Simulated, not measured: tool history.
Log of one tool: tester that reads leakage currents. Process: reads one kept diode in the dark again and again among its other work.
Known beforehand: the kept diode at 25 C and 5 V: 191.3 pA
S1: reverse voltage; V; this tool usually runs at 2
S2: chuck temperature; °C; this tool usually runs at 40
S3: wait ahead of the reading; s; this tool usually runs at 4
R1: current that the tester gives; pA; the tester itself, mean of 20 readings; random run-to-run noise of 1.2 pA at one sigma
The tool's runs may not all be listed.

| run | day | S1 | S2 | S3 | R1 |
|---|---|---|---|---|---|
| 1 | 0 | 2 | 40 | 4 | 389.67 |
| 2 | 1.438 | 2 | 51 | 4 | 807.45 |
| 3 | 2.596 | 2 | 56 | 4 | 1112 |
| 4 | 3.392 | 2 | 40 | 4 | 385.09 |
| 5 | 4.654 | 2 | 40 | 1.91 | 385.8 |
| 6 | 5.529 | 11 | 40 | 4 | 801.26 |
| 7 | 6.567 | 2 | 40 | 0.82 | 388.56 |
| 8 | 7.867 | 2 | 40 | 0.82 | 387.82 |
| 9 | 9.246 | 2 | 40 | 0.82 | 387.77 |
| 10 | 10.721 | 2 | 40 | 0.82 | 386.02 |
| 11 | 12.038 | 2 | 40 | 3.85 | 387.29 |
| 12 | 13.508 | 2 | 40 | 3.85 | 388.48 |
| 13 | 14.258 | 4.26 | 40 | 3.85 | 531.39 |
| 14 | 15.296 | 4.26 | 40 | 3.85 | 534.5 |
| 15 | 16.467 | 2 | 40 | 4 | 387.23 |
| 16 | 17.554 | 2 | 40 | 4 | 387.48 |
| 17 | 18.817 | 2 | 38 | 4 | 335.76 |
| 18 | 19.975 | 2 | 38 | 4 | 337.05 |
| 19 | 21.112 | 1.94 | 40 | 4 | 382.46 |
| 20 | 21.962 | 2 | 40 | 4 | 387.94 |
| 21 | 23.021 | 2 | 27 | 1.93 | 151.7 |
| 22 | 24.346 | 2.15 | 40 | 6.21 | 400 |
| 23 | 25.771 | 2.15 | 40 | 6.21 | 398.23 |
| 24 | 26.392 | 1.52 | 25 | 5.06 | 116.6 |
| 25 | 27.312 | 2.69 | 39 | 0.33 | 412.28 |
| 26 | 28.479 | 7.78 | 31 | 6.41 | 361.99 |
| 27 | 29.604 | 7.78 | 31 | 6.41 | 362.35 |
| 28 | 30.667 | 7.78 | 31 | 6.41 | 365.2 |
| 29 | 31.858 | 7.78 | 26 | 1.13 | 252.73 |
| 30 | 33.071 | 7.68 | 29 | 4.19 | 310.5 |
| 31 | 33.688 | 7.68 | 29 | 4.19 | 313.09 |
| 32 | 34.288 | 7.68 | 29 | 4.19 | 311.99 |
| 33 | 35.379 | 1.38 | 29 | 0.35 | 151.78 |
| 34 | 36.633 | 17.62 | 38 | 1.23 | 850.72 |
| 35 | 38.108 | 17.62 | 38 | 0.71 | 854.02 |
| 36 | 38.946 | 1.15 | 23 | 1.21 | 88.63 |
| 37 | 39.883 | 1.15 | 23 | 1.21 | 88.25 |
| 38 | 41.238 | 1.15 | 23 | 1.21 | 88.24 |
| 39 | 42.467 | 1.15 | 23 | 1.21 | 88.36 |

5 options for the next run, each taken on its own from the tool as it stands now. Forecast them:
| A | 43.892 | 1.15 | 28 | 3.79 | ? |
| B | 43.892 | 2 | 25 | 0.33 | ? |
| C | 43.892 | 5.98 | 27 | 7.83 | ? |
| D | 43.892 | 3.17 | 37 | 0.95 | ? |
| E | 43.892 | 1.15 | 23 | 0.54 | ? |

| run | R1 |
|---|---|
| A | 129.48 |
| B | 131.77 |
| C | 241.12 |
| D | 385.52 |
| E | 88.86 |
With no hidden state in the tool, these same runs would have given:
| run | R1 |
|---|---|
| A | 129.3 |
| B | 131.58 |
| C | 240.75 |
| D | 385.02 |
| E | 88.73 |
